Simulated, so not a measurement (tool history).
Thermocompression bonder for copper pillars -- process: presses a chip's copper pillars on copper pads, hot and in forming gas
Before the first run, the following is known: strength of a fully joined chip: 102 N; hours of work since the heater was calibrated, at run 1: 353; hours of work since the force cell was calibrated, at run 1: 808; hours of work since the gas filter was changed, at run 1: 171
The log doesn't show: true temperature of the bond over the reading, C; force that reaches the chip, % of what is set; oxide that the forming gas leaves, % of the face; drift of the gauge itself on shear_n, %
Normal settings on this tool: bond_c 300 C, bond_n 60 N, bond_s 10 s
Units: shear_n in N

run	hour	bond_c	bond_n	bond_s	hours of work since the heater was calibrated	hours of work since the force cell was calibrated	hours of work since the gas filter was changed	shear_n
1	0.0	300	60	10	353	808	171	52.5
2	24.5	300	60	23	369	824	187	65.9
3	57.6	300	60	23	391	846	209	66.8
4	79.8	300	60	10	405	860	223	51.4
5	104.7	300	60	10	422	877	240	51.7
6	131.7	300	60	10	440	894	257	51.0
7	162.9	300	60	10	460	915	278	51.5
8	187.8	300	60	10	476	931	294	50.8
9	213.7	300	50	10	494	948	311	43.2
10	243.7	300	60	30	513	968	331	69.6
11	272.2	300	60	30	532	987	350	70.0
12	296.6	300	60	30	548	1003	366	69.4
13	330.6	300	60	30	570	1025	388	68.8
14	354.0	300	60	10	586	1041	404	49.8
# hour 365.1: forming gas filter changed
15	373.7	300	60	10	598	1053	6	54.2
# hour 384.2: force cell calibrated
16	402.7	300	60	10	617	12	24	51.6
17	434.8	300	60	10	638	33	45	51.6
18	464.1	275	60	10	657	53	64	41.2
19	489.8	275	60	19	674	70	81	52.2
20	506.1	275	60	19	685	80	92	51.9
# hour 510.2: heater calibrated with a thermocouple chip
21	527.8	275	60	19	12	93	105	52.7
22	547.3	300	60	12	24	106	118	52.9
23	562.6	300	64	19	35	116	128	64.2
24	588.8	293	72	8	52	133	145	51.5
25	603.0	290	51	6	61	143	154	33.4
# hour 609.7: heater calibrated with a thermocouple chip, once more
26	620.8	290	51	6	7	153	165	34.0
27	641.6	300	89	16	21	167	178	75.6
28	674.5	298	57	10	43	188	200	48.4
29	707.7	280	60	10	64	210	222	42.7
30	729.5	322	86	9	79	225	236	70.9
31	748.9	322	86	9	92	237	249	70.8
32	776.3	300	68	10	110	255	267	54.7
33	802.5	304	40	8	127	273	284	34.1
34	825.5	275	42	8	142	288	299	28.1
35	848.1	270	42	8	157	303	314	24.9
36	875.7	304	42	23	175	321	332	51.8
37	902.6	304	42	23	193	338	350	51.4
38	930.7	315	50	10	211	357	368	49.0
39	949.8	300	65	10	224	370	381	51.9

Hidden state or all else? Some run-to-run changes of shear_n, split into what the settings, what came in and random variation would give without the hidden state, and what is left for the hidden state (with any gauge scatter that isn't in both results):
Run 14 -> 15: forming gas filter changed. shear_n +4.4 N: hidden state +3.7, all else +0.7.
Run 15 -> 16: force cell calibrated. shear_n -2.6 N: hidden state -2.0, all else -0.6.
Run 26 -> 27: bond_c 290 -> 300, bond_n 51 -> 89, bond_s 6 -> 16. shear_n +41.6 N: hidden state -1.4, all else +43.0.
Run 27 -> 28: bond_c 300 -> 298, bond_n 89 -> 57, bond_s 16 -> 10. shear_n -27.2 N: hidden state +0.7, all else -27.9.
Run 29 -> 30: bond_c 280 -> 322, bond_n 60 -> 86, bond_s 10 -> 9. shear_n +28.2 N: hidden state -1.3, all else +29.5.
Run 35 -> 36: bond_c 270 -> 304, bond_s 8 -> 23. shear_n +26.9 N: hidden state -1.7, all else +28.6.
